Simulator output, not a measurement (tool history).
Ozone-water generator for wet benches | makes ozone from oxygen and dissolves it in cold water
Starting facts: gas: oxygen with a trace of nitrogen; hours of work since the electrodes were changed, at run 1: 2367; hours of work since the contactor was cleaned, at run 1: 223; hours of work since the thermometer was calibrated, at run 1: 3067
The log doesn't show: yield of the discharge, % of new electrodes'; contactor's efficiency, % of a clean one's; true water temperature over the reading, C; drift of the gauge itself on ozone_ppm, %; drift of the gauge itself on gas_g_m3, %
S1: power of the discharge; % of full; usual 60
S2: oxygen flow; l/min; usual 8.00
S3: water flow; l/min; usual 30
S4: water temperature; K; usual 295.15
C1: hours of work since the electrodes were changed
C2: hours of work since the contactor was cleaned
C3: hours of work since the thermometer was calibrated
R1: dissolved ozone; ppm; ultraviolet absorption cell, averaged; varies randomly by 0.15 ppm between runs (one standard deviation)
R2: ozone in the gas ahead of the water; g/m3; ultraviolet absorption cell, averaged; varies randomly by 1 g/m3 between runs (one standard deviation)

Run 1, hour 0.0: usual settings; C1 2367; C2 223; C3 3067. Result: R1 19.0 ppm, R2 176.8 g/m3.
Run 2, hour 52.3: usual settings; C1 2419; C2 275; C3 3119. Result: R1 19.1 ppm, R2 176.0 g/m3.
Run 3, hour 99.7: usual settings; C1 2466; C2 322; C3 3166. Result: R1 19.2 ppm, R2 174.6 g/m3.
Run 4, hour 138.7: usual settings; C1 2504; C2 361; C3 3205. Result: R1 19.0 ppm, R2 176.0 g/m3.
Run 5, hour 169.1: usual settings; C1 2535; C2 391; C3 3235. Result: R1 19.1 ppm, R2 174.9 g/m3.
Run 6, hour 222.1: usual settings; C1 2587; C2 444; C3 3288. Result: R1 19.0 ppm, R2 175.5 g/m3.
Run 7, hour 261.6: usual settings; C1 2626; C2 483; C3 3327. Result: R1 19.1 ppm, R2 175.3 g/m3.
Run 8, hour 298.3: usual settings but S2 14.38 l/min, S4 288.15 K; C1 2663; C2 520; C3 3364. Result: R1 19.7 ppm, R2 121.6 g/m3.
Run 9, hour 357.2: usual settings but S2 14.38 l/min, S4 288.15 K; C1 2721; C2 578; C3 3422. Result: R1 19.6 ppm, R2 122.5 g/m3.

Run 10 comes next. What will it give?
Run 10, hour 385.2: usual settings but S2 14.38 l/min, S4 288.15 K; C1 2749; C2 606; C3 3450. Result: R1 ?, R2 ?.

{"run 10": {"R1": 19.8, "R2": 122.8}}
Take away the tool's hidden state, keep the run-to-run variation as it was, and the same run would have given R1 20.6 ppm, R2 126.8 g/m3.
